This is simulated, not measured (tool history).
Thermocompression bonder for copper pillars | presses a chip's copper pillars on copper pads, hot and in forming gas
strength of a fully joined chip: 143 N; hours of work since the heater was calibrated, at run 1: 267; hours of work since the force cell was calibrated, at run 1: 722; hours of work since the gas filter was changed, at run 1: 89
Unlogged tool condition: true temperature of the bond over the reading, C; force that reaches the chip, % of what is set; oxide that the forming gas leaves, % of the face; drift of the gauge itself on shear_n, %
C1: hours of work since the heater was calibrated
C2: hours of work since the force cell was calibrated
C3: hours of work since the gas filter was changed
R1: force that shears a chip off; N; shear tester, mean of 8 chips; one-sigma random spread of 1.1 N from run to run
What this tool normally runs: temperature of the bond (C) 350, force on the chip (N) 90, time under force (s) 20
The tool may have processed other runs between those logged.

Run 1, day 0: usual settings; C1 267; C2 722; C3 89. Result: R1 99.7 N.
Run 2, day 0.425: usual settings; C1 275; C2 730; C3 97. Result: R1 99.2 N.
Run 3, day 0.858: usual settings; C1 283; C2 738; C3 105. Result: R1 101 N.
Run 4, day 1.625: usual settings; C1 298; C2 752; C3 119. Result: R1 100.4 N.
At day 2.067: forming gas filter changed.
Run 5, day 2.067: usual settings; C1 306; C2 760; C3 0. Result: R1 101.4 N.
Run 6, day 2.471: usual settings but time under force (s) 11; C1 313; C2 768; C3 8. Result: R1 85.5 N.
Run 7, day 3.129: usual settings but time under force (s) 11; C1 326; C2 780; C3 20. Result: R1 86.2 N.
Run 8, day 3.867: usual settings but temperature of the bond (C) 365, force on the chip (N) 64; C1 340; C2 794; C3 34. Result: R1 96.7 N.
Run 9, day 4.258: usual settings but temperature of the bond (C) 365, force on the chip (N) 64; C1 347; C2 801; C3 41. Result: R1 96.2 N.
Run 10, day 4.742: usual settings but temperature of the bond (C) 365, force on the chip (N) 64; C1 356; C2 810; C3 50. Result: R1 98.8 N.
Run 11, day 5.262: usual settings but temperature of the bond (C) 335, force on the chip (N) 97, time under force (s) 23; C1 366; C2 820; C3 60. Result: R1 95.8 N.
Run 12, day 5.808: usual settings but temperature of the bond (C) 335, force on the chip (N) 97, time under force (s) 23; C1 376; C2 830; C3 70. Result: R1 95.7 N.

Entry by entry between the runs, the difference in hidden state between the last listed run before and the first listed run after:
In the gap between runs 4 and 5: forming gas filter changed (day 2.067)
  oxide that the forming gas leaves, % of the face: 0.9 -> 0.5

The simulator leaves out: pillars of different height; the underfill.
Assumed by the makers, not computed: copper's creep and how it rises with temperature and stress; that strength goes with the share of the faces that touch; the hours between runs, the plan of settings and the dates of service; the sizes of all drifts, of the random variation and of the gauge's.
